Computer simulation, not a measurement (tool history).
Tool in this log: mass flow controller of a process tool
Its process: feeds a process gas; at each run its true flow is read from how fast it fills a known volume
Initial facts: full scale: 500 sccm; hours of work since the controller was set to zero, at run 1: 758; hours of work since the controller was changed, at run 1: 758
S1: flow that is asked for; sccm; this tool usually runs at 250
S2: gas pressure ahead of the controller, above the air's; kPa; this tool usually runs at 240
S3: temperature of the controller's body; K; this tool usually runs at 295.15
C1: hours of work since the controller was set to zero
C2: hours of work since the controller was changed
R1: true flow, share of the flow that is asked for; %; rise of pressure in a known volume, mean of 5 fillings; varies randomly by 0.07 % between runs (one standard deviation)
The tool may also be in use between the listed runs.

| run | day | S1 | S2 | S3 | C1 | C2 | R1 |
|---|---|---|---|---|---|---|---|
| 1 | 0.000 | 250 | 240 | 295.15 | 758 | 758 | 99.00 |
| 2 | 6.271 | 250 | 240 | 295.15 | 805 | 805 | 99.11 |
| 3 | 14.350 | 250 | 240 | 295.15 | 865 | 865 | 99.10 |
| 4 | 23.529 | 250 | 240 | 295.15 | 934 | 934 | 99.23 |
| 5 | 31.304 | 286 | 240 | 295.15 | 992 | 992 | 99.22 |
| 6 | 37.333 | 250 | 240 | 297.15 | 1037 | 1037 | 99.17 |
| 7 | 46.221 | 250 | 240 | 297.15 | 1103 | 1103 | 99.25 |
| 8 | 55.408 | 250 | 240 | 297.15 | 1172 | 1172 | 99.33 |
| 9 | 61.833 | 250 | 209 | 295.15 | 1220 | 1220 | 99.35 |
| 10 | 70.208 | 250 | 209 | 295.15 | 1282 | 1282 | 99.40 |
| 11 | 80.275 | 250 | 209 | 295.15 | 1357 | 1357 | 99.40 |
| 12 | 87.350 | 368 | 240 | 301.15 | 1410 | 1410 | 99.65 |
| 13 | 93.525 | 61 | 252 | 295.15 | 1456 | 1456 | 100.36 |
| 14 | 100.650 | 147 | 144 | 293.15 | 1509 | 1509 | 99.79 |
| 15 | 104.804 | 206 | 277 | 298.15 | 1540 | 1540 | 99.35 |
| 16 | 110.008 | 250 | 236 | 294.15 | 1579 | 1579 | 99.21 |
| 17 | 114.650 | 250 | 236 | 294.15 | 1614 | 1614 | 99.31 |
| 18 | 118.958 | 250 | 236 | 294.15 | 1646 | 1646 | 99.30 |

Alternative continuations, all from the tool just after run 18; predict every row:
| A | 126.562 | 250 | 154 | 306.15 | 1703 | 1703 | ? |
| B | 126.562 | 250 | 240 | 300.15 | 1703 | 1703 | ? |
| C | 126.562 | 494 | 152 | 303.15 | 1703 | 1703 | ? |
| D | 126.562 | 153 | 223 | 304.15 | 1703 | 1703 | ? |
| E | 126.562 | 250 | 274 | 294.15 | 1703 | 1703 | ? |

| run | R1 |
|---|---|
| A | 100.29 |
| B | 99.36 |
| C | 100.55 |
| D | 99.99 |
| E | 99.17 |
The same runs, with their run-to-run variation unchanged, on a tool lacking any hidden condition would have given:
| run | R1 |
|---|---|
| A | 99.80 |
| B | 98.86 |
| C | 100.38 |
| D | 99.09 |
| E | 98.68 |
